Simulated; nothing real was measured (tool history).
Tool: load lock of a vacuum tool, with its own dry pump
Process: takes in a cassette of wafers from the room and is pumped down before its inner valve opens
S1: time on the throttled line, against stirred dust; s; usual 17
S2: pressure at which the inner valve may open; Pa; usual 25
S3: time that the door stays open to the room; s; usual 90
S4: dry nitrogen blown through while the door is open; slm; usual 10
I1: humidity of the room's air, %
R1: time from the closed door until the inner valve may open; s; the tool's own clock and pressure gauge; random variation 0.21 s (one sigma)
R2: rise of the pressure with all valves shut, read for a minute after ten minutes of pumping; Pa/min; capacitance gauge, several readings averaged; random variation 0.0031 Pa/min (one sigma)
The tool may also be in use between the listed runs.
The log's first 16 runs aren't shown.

run 17 hour=2413.2 | S1=17 S2=44 S3=90 S4=10 | I1=47.6 | R1=25.7 R2=0.29
run 18 hour=2575.7 | S1=17 S2=25 S3=48 S4=10 | I1=45 | R1=26.3 R2=0.268
run 19 hour=2722 | S1=17 S2=25 S3=39 S4=10 | I1=45.1 | R1=26.3 R2=0.262
run 20 hour=2880.3 | S1=17 S2=25 S3=39 S4=16 | I1=46.9 | R1=26.1 R2=0.268
run 21 hour=3031.5 | S1=17 S2=25 S3=90 S4=16 | I1=44.9 | R1=26.5 R2=0.294
run 22 hour=3116.1 | S1=17 S2=25 S3=89 S4=10 | I1=46.5 | R1=26.1 R2=0.307
run 23 hour=3287.5 | S1=10 S2=42 S3=170 S4=23 | I1=42.3 | R1=20.1 R2=0.331
run 24 hour=3440 | S1=10 S2=42 S3=170 S4=23 | I1=45.8 | R1=19.6 R2=0.345
run 25 hour=3644 | S1=10 S2=42 S3=170 S4=23 | I1=42.3 | R1=19.5 R2=0.342
run 26 hour=3744.9 | S1=33 S2=25 S3=90 S4=27 | I1=42.3 | R1=39.1 R2=0.311
run 27 hour=3918.5 | S1=10 S2=43 S3=26 S4=8 | I1=45.7 | R1=19.8 R2=0.297
run 28 hour=4066.6 | S1=10 S2=43 S3=26 S4=8 | I1=47.7 | R1=19.8 R2=0.316
run 29 hour=4155 | S1=10 S2=43 S3=26 S4=8 | I1=45.9 | R1=19.7 R2=0.311
run 30 hour=4342.5 | S1=14 S2=25 S3=43 S4=10 | I1=42.9 | R1=24.2 R2=0.341
run 31 hour=4543.4 | S1=14 S2=25 S3=43 S4=15 | I1=46 | R1=24 R2=0.337
run 32 hour=4649 | S1=8 S2=34 S3=127 S4=10 | I1=46 | R1=18.7 R2=0.394
run 33 hour=4817.2 | S1=17 S2=27 S3=90 S4=10 | I1=47.3 | R1=26.7 R2=0.386
run 34 hour=4965.3 | S1=28 S2=22 S3=90 S4=22 | I1=45.8 | R1=35.3 R2=0.371
run 35 hour=5095.1 | S1=28 S2=22 S3=90 S4=22 | I1=46.2 | R1=35.5 R2=0.374
run 36 hour=5181.8 | S1=20 S2=23 S3=38 S4=22 | I1=43 | R1=29.1 R2=0.344
run 37 hour=5272.9 | S1=8 S2=23 S3=26 S4=22 | I1=45.1 | R1=19.6 R2=0.354

3 ways to go on from here, each from the tool as it stands after run 37. What would each give?
run A hour=5356.3 | S1=25 S2=23 S3=27 S4=22 | I1=43 | R1=? R2=?
run B hour=5356.3 | S1=30 S2=38 S3=83 S4=22 | I1=46.6 | R1=? R2=?
run C hour=5356.3 | S1=8 S2=25 S3=211 S4=28 | I1=44.1 | R1=? R2=?

run=A R1=33 R2=0.348
run=B R1=35.9 R2=0.376
run=C R1=19.4 R2=0.436
Without the tool's hidden state the same runs would have given:
run=A R1=32.4 R2=0.032
run=B R1=35.5 R2=0.064
run=C R1=18.5 R2=0.115

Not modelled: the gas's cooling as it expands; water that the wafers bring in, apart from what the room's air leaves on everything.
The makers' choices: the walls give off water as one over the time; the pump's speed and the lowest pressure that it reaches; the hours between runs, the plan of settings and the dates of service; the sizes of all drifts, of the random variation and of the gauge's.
